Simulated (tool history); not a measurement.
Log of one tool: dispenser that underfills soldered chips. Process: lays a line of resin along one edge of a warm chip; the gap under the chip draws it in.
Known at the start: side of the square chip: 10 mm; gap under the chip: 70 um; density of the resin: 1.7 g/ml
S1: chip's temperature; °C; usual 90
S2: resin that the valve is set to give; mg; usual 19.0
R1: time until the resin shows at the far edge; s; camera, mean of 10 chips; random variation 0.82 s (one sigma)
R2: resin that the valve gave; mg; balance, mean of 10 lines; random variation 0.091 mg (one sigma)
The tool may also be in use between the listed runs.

run	hour	S1	S2	R1	R2
1	0.0	90	19.0	79.1	18.85
2	8.8	90	19.0	140.6	18.70
# hour 14.1: new syringe of resin
3	19.0	90	19.0	104.7	18.63
4	24.9	90	19.0	152.9	18.52
# hour 28.5: new syringe of resin
5	30.2	90	19.0	85.4	18.64
6	38.9	81	19.0	199.4	18.43
# hour 43.1: new syringe of resin
7	46.8	81	19.0	130.1	18.49
8	52.2	81	18.7	188.7	18.23
# hour 57.9: new syringe of resin
9	60.2	100	19.0	61.1	18.20
10	65.7	100	19.0	88.1	18.15
# hour 72.9: new syringe of resin
11	74.5	100	19.0	61.2	18.42
12	82.4	100	19.0	102.6	18.32
# hour 87.9: new syringe of resin
# hour 88.9: dispensing valve cleaned and set on the balance
13	92.2	100	19.0	67.7	19.05
14	99.8	90	19.8	149.1	19.60
# hour 103.8: new syringe of resin
15	109.6	99	19.0	80.1	18.86
# hour 118.5: new syringe of resin
16	118.8	99	19.0	57.8	18.92
17	125.8	99	19.0	89.9	18.84
# hour 133.0: new syringe of resin
18	133.0	99	19.0	57.7	18.62
19	140.0	77	22.1	183.6	21.83
20	145.0	87	19.3	181.2	19.08
# hour 148.2: new syringe of resin
21	150.4	91	18.7	85.0	18.22
22	155.6	87	17.6	138.4	17.09
# hour 162.8: new syringe of resin
23	164.0	99	24.5	60.9	23.78
24	173.9	90	20.4	154.4	19.92
# hour 177.7: new syringe of resin
25	178.6	104	22.7	51.0	21.81
26	189.0	101	18.7	110.2	17.92
# hour 192.9: new syringe of resin
27	197.3	101	18.7	72.6	17.95
28	204.1	78	23.2	231.3	22.30
# hour 207.5: new syringe of resin
# hour 213.7: dispensing valve cleaned and set on the balance
29	214.5	78	23.2	165.2	23.19
# hour 223.0: new syringe of resin
30	223.3	104	16.8	51.2	16.61
31	229.0	84	16.9	136.6	16.54
32	234.5	84	16.9	195.4	16.71
# hour 237.8: new syringe of resin
33	241.5	81	16.8	130.1	16.56
34	251.5	81	16.8	248.2	16.66
# hour 252.4: new syringe of resin
35	257.3	81	16.8	141.3	16.47

Some steps in R1 between neighbouring runs. How much of each would the tool show without its hidden state too (settings, what came in, random variation), and how much is left for the hidden state, with any gauge scatter that isn't in both results?
The hidden state here: resin's viscosity, % of fresh resin's; dose that the valve gives, % of what is set; true chip temperature over the reading, C; drift of the gauge itself on fill_s, %; drift of the gauge itself on given_mg, %.
Run 8 -> 9: S1 81 -> 100, S2 18.7 -> 19.0, new syringe of resin. R1 -127.6 s: hidden state -77.0, all else -50.6.
Run 18 -> 19: S1 99 -> 77, S2 19.0 -> 22.1. R1 +125.9 s: hidden state +65.9, all else +60.0.
Run 27 -> 28: S1 101 -> 78, S2 18.7 -> 23.2. R1 +158.7 s: hidden state +99.5, all else +59.2.
Run 33 -> 34: no setting changed, nothing entered. R1 +118.1 s: hidden state +117.3, all else +0.8.
Run 34 -> 35: new syringe of resin. R1 -106.9 s: hidden state -107.1, all else +0.2.
